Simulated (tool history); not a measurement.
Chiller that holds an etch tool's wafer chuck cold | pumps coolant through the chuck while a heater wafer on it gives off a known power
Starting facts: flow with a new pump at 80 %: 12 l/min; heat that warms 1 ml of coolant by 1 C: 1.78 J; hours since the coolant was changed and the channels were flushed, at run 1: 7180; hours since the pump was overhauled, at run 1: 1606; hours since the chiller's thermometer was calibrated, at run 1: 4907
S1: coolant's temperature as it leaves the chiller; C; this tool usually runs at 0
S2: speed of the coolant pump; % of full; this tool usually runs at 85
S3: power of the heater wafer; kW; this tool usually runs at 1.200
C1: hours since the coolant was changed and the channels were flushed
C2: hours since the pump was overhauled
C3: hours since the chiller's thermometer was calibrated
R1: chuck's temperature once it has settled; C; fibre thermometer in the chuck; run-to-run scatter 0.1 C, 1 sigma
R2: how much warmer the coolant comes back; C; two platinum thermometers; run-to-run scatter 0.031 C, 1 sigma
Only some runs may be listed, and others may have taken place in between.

| run | hour | S1 | S2 | S3 | C1 | C2 | C3 | R1 | R2 |
|---|---|---|---|---|---|---|---|---|---|
| 1 | 0.0 | 0 | 85 | 1.200 | 7180 | 1606 | 4907 | 11.2 | 3.19 |
| 2 | 47.0 | 0 | 85 | 1.200 | 7227 | 1653 | 4954 | 11.0 | 3.22 |
| 3 | 85.9 | 0 | 85 | 1.200 | 7266 | 1692 | 4992 | 11.1 | 3.21 |
| 4 | 156.1 | 0 | 85 | 1.200 | 7337 | 1762 | 5063 | 10.9 | 3.25 |
| 5 | 192.7 | 0 | 85 | 1.200 | 7373 | 1799 | 5099 | 11.3 | 3.22 |
| 6 | 261.4 | 0 | 85 | 1.200 | 7442 | 1868 | 5168 | 11.2 | 3.23 |
| 7 | 306.1 | 0 | 68 | 1.200 | 7487 | 1912 | 5213 | 12.8 | 4.09 |
| 8 | 346.0 | 0 | 68 | 1.200 | 7526 | 1952 | 5253 | 12.8 | 4.00 |
| 9 | 386.0 | 0 | 68 | 1.200 | 7566 | 1992 | 5292 | 12.9 | 4.04 |
|  | 408.1 | chiller's thermometer calibrated |
| 10 | 427.2 | 0 | 85 | 0.962 | 7607 | 2033 | 19 | 9.3 | 2.63 |
| 11 | 499.4 | -8 | 84 | 0.838 | 7679 | 2105 | 91 | 0.3 | 2.29 |
|  | 507.6 | coolant pump overhauled |
| 12 | 568.5 | -8 | 84 | 0.838 | 7743 | 61 | 155 | 0.2 | 2.30 |
| 13 | 618.7 | 1 | 82 | 0.855 | 7793 | 111 | 206 | 9.6 | 2.38 |
| 14 | 662.4 | 1 | 78 | 0.855 | 7837 | 155 | 249 | 9.8 | 2.51 |
| 15 | 722.5 | 1 | 61 | 0.934 | 7897 | 215 | 309 | 12.3 | 3.59 |
| 16 | 795.4 | 1 | 61 | 0.934 | 7970 | 288 | 382 | 12.4 | 3.60 |
| 17 | 845.9 | -2 | 72 | 0.610 | 8020 | 338 | 433 | 4.7 | 2.01 |
| 18 | 907.0 | 3 | 85 | 1.200 | 8082 | 399 | 494 | 14.6 | 3.26 |

3 options for the next run, each taken on its own from the tool as it stands now. Forecast them:
|  | 915.4 | coolant pump overhauled, once more |
| A | 977.6 | 4 | 91 | 0.634 | 8147 | 62 | 559 | ? | ? |
|  | 915.4 | coolant pump overhauled, once more |
| B | 977.6 | -4 | 85 | 1.435 | 8147 | 62 | 559 | ? | ? |
|  | 915.4 | coolant pump overhauled, once more |
| C | 977.6 | -8 | 85 | 0.739 | 8147 | 62 | 559 | ? | ? |

| run | R1 | R2 |
|---|---|---|
| A | 9.8 | 1.54 |
| B | 10.0 | 3.85 |
| C | -0.8 | 1.97 |
What these runs would have given with no unlogged condition in the tool:
| run | R1 | R2 |
|---|---|---|
| A | 9.3 | 1.53 |
| B | 8.7 | 3.84 |
| C | -1.4 | 1.96 |
